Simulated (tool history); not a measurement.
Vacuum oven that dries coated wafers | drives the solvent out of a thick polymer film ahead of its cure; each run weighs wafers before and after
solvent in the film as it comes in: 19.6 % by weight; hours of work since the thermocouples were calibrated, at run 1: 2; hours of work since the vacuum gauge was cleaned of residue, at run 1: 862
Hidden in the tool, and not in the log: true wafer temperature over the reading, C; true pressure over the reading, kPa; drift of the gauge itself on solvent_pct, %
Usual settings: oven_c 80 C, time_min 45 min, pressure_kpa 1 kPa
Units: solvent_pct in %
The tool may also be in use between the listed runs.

| run | day | oven_c | time_min | pressure_kpa | hours of work since the thermocouples were calibrated | hours of work since the vacuum gauge was cleaned of residue | solvent_pct |
|---|---|---|---|---|---|---|---|
| 1 | 0 | 80 | 45 | 1 | 2 | 862 | 1.67 |
| 2 | 1.075 | 77 | 45 | 1 | 19 | 879 | 2.28 |
| 3 | 3.604 | 76 | 45 | 1 | 60 | 920 | 2.52 |
| 4 | 5.671 | 80 | 45 | 1 | 93 | 953 | 1.66 |
| 5 | 7.767 | 80 | 45 | 1.82 | 126 | 986 | 2.21 |
| 6 | 8.879 | 80 | 45 | 1 | 144 | 1004 | 1.68 |
| 7 | 10.779 | 80 | 45 | 1 | 175 | 1034 | 1.67 |
| 8 | 11.917 | 80 | 45 | 1 | 193 | 1053 | 1.68 |
| 9 | 13.021 | 80 | 45 | 1 | 211 | 1070 | 1.68 |
| 10 | 14.546 | 80 | 45 | 1 | 235 | 1095 | 1.67 |
| 11 | 17.046 | 94 | 45 | 1 | 275 | 1135 | 0.45 |
| 12 | 19.058 | 80 | 45 | 1 | 307 | 1167 | 1.67 |
| 13 | 21.408 | 80 | 45 | 1 | 345 | 1204 | 1.68 |
| 14 | 23.304 | 70 | 45 | 1 | 375 | 1235 | 4.33 |
| 15 | 24.883 | 70 | 43 | 1.32 | 400 | 1260 | 4.84 |
| 16 | 27.292 | 70 | 43 | 1.32 | 439 | 1298 | 4.83 |
| 17 | 29.638 | 80 | 63 | 1.38 | 476 | 1336 | 1.29 |
| 18 | 31.004 | 67 | 31 | 2.85 | 498 | 1358 | 8.89 |
| 19 | 33.154 | 83 | 45 | 0.74 | 533 | 1392 | 1.03 |
| 20 | 34.842 | 83 | 45 | 0.74 | 560 | 1419 | 1.04 |
| 21 | 37.088 | 83 | 29 | 2.94 | 595 | 1455 | 3.59 |
| 22 | 38.838 | 86 | 45 | 0.54 | 623 | 1483 | 0.63 |
|  | 39.462 | oven's thermocouples calibrated |
| 23 | 40.621 | 86 | 45 | 0.54 | 19 | 1510 | 0.61 |
| 24 | 43.096 | 68 | 44 | 0.54 | 58 | 1550 | 4.73 |
| 25 | 45.033 | 69 | 33 | 1 | 89 | 1581 | 6.32 |
| 26 | 46.983 | 93 | 33 | 2.68 | 120 | 1612 | 1.4 |
| 27 | 49.412 | 93 | 33 | 2.68 | 159 | 1651 | 1.37 |
| 28 | 50.725 | 85 | 57 | 1.98 | 180 | 1672 | 1.31 |

4 ways to go on from here, each from the tool as it stands after run 28. What would each give?
| A | 51.983 | 85 | 23 | 1.98 | 200 | 1692 | ? |
| B | 51.983 | 92 | 57 | 1.69 | 200 | 1692 | ? |
| C | 51.983 | 94 | 23 | 1 | 200 | 1692 | ? |
| D | 51.983 | 80 | 27 | 2.93 | 200 | 1692 | ? |

| run | solvent_pct |
|---|---|
| A | 3.43 |
| B | 0.77 |
| C | 1.12 |
| D | 4.78 |
Without the tool's hidden state the same runs would have given:
| run | solvent_pct |
|---|---|
| A | 3.42 |
| B | 0.77 |
| C | 1.12 |
| D | 4.77 |
